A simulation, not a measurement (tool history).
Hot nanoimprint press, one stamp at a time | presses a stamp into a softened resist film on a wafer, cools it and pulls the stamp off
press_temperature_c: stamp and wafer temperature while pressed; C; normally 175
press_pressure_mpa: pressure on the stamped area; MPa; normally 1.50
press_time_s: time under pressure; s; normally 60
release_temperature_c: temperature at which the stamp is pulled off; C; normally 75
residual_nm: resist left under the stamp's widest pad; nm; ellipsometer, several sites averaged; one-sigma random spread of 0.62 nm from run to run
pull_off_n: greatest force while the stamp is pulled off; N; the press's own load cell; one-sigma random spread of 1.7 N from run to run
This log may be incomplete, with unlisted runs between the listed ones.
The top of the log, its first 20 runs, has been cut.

run	day	press_temperature_c	press_pressure_mpa	press_time_s	release_temperature_c	hours of work since the thermocouple was calibrated	imprints on the stamp's release coat	hours of work since the press's seals were changed	residual_nm	pull_off_n
21	17.650	172	1.50	32	81	41	314	898	160.3	172
22	18.246	183	1.50	60	75	50	356	907	90.4	208
23	18.992	175	1.50	72	77	61	407	918	120.1	197
24	19.579	185	1.50	60	79	70	447	927	83.5	191
25	20.821	185	1.50	60	79	89	532	946	83.2	189
# day 21.508: plate thermocouple calibrated, once more
26	21.942	175	1.50	54	68	7	601	962	119.8	238
27	23.104	175	1.50	54	68	25	680	979	119.5	239
28	23.788	173	1.80	81	83	35	727	990	107.3	160
29	24.600	173	1.80	81	83	48	783	1002	107.9	156
30	25.467	184	0.90	47	64	61	842	1016	108.7	274

Alternative continuations, all from the tool just after run 30; predict every row:
A	26.125	181	1.50	60	75	71	888	1026	?	?
B	26.125	175	1.50	94	69	71	888	1026	?	?
C	26.125	186	0.90	44	70	71	888	1026	?	?

run	residual_nm	pull_off_n
A	90.5	205
B	102.3	246
C	103.7	240
Had the tool no hidden state, the same runs would have come out as:
run	residual_nm	pull_off_n
A	85.4	182
B	96.7	219
C	99.7	214

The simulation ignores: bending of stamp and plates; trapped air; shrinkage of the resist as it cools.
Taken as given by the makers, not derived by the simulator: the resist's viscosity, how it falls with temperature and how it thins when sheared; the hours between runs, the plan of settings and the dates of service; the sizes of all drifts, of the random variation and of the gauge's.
